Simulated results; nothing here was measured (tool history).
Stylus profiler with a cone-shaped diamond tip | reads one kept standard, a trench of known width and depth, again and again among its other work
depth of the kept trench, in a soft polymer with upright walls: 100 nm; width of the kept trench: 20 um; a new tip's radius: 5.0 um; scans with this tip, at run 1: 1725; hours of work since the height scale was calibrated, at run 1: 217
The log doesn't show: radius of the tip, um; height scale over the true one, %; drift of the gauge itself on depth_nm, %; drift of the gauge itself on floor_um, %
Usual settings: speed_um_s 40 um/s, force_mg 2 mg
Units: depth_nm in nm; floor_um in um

run,hour,speed_um_s,force_mg,scans with this tip,hours of work since the height scale was calibrated,depth_nm,floor_um
1,0,40,2,1725,217,101.39,17.79
2,33.1,69,2,1890,238,101.28,17.7
3,87.8,69,2,2163,272,101.38,17.73
4,139.2,40,2,2420,304,101.36,17.74
5,188.5,17,2,2666,335,101.33,17.89
6,225.3,40,2.31,2851,359,101.56,17.79
7,280,40,2.31,3124,393,101.56,17.71
8,316.7,40,2,3308,416,101.44,17.72
9,382.2,22,2,3635,457,101.41,17.79
10,422.1,22,2,3834,482,101.44,17.77
11,477.3,22,2,4110,517,101.42,17.76
12,536.6,40,3.45,4406,554,102.15,17.77
13,600.3,40,3.44,4724,594,102.1,17.75
14,645.2,40,3.44,4949,623,102.1,17.72
15,701.1,40,2,5228,658,101.56,17.62
16,741.3,40,2,5429,683,101.52,17.69
17,793.5,40,2,5690,716,101.58,17.67
18,837.1,40,2,5908,743,101.53,17.66
19,892.9,40,2,6186,778,101.59,17.66
20,936.2,40,2,6403,806,101.63,17.61
21,981.7,40,2,6630,834,101.6,17.67
22,1043.3,40,2,6938,873,101.62,17.64
# hour 1083: height scale calibrated on a step standard
23,1083,40,2,7134,0,101.71,17.64
24,1148.9,109,4.2,7463,41,102.49,17.48
25,1182.6,109,4.2,7632,63,102.61,17.35
26,1213,123,4.26,7783,82,102.51,17.38
27,1278.4,16,1.07,8110,123,101.32,17.63
# hour 1285.8: height scale calibrated on a step standard, once more
28,1340.8,28,0.94,8420,35,100.76,17.51
29,1389.6,12,1.95,8663,65,101.31,17.66
30,1419,36,1.14,8810,84,100.94,17.53
31,1473.9,49,5.2,9084,118,102.38,17.56
32,1515.7,51,0.71,9293,144,100.67,17.29
33,1576.8,145,5.72,9599,183,102.59,17.33
34,1642.1,50,1.42,9925,224,101.11,17.39
35,1674.3,50,1.42,10086,244,101.04,17.42
36,1717.8,35,1.7,10304,272,101.19,17.47
37,1779.5,35,1.7,10611,310,101.26,17.47
38,1823.3,37,2,10830,338,101.42,17.49
39,1858.5,40,4.82,11007,360,102.4,17.58
40,1893.1,18,4.82,11179,382,102.51,17.59
41,1920.7,13,4.82,11317,399,102.47,17.55
42,1950,126,1,11463,417,100.89,16.93
43,1990.3,102,0.83,11665,443,100.86,16.95
44,2040.3,120,2.03,11915,474,101.42,17.08
45,2097.2,22,1.69,12199,510,101.28,17.53
46,2163.3,40,3.35,12530,552,101.94,17.46

Some steps in depth_nm between neighbouring runs. How much of each would the tool show without its hidden state too (settings, what came in, random variation), and how much is left for the hidden state, with any gauge scatter that isn't in both results?
Run 22 -> 23: height scale calibrated on a step standard. depth_nm +0.09 nm: hidden state +0.07, all else +0.02.
Run 23 -> 24: speed_um_s 40 -> 109, force_mg 2 -> 4.2. depth_nm +0.78 nm: hidden state +0.03, all else +0.75.
Run 27 -> 28: speed_um_s 16 -> 28, force_mg 1.07 -> 0.94, height scale calibrated on a step standard, once more. depth_nm -0.56 nm: hidden state -0.5, all else -0.06.
Run 31 -> 32: speed_um_s 49 -> 51, force_mg 5.2 -> 0.71. depth_nm -1.71 nm: hidden state +0.01, all else -1.72.
Run 32 -> 33: speed_um_s 51 -> 145, force_mg 0.71 -> 5.72. depth_nm +1.92 nm: hidden state +0.02, all else +1.9.
Run 41 -> 42: speed_um_s 13 -> 126, force_mg 4.82 -> 1. depth_nm -1.58 nm: hidden state +0.01, all else -1.59.
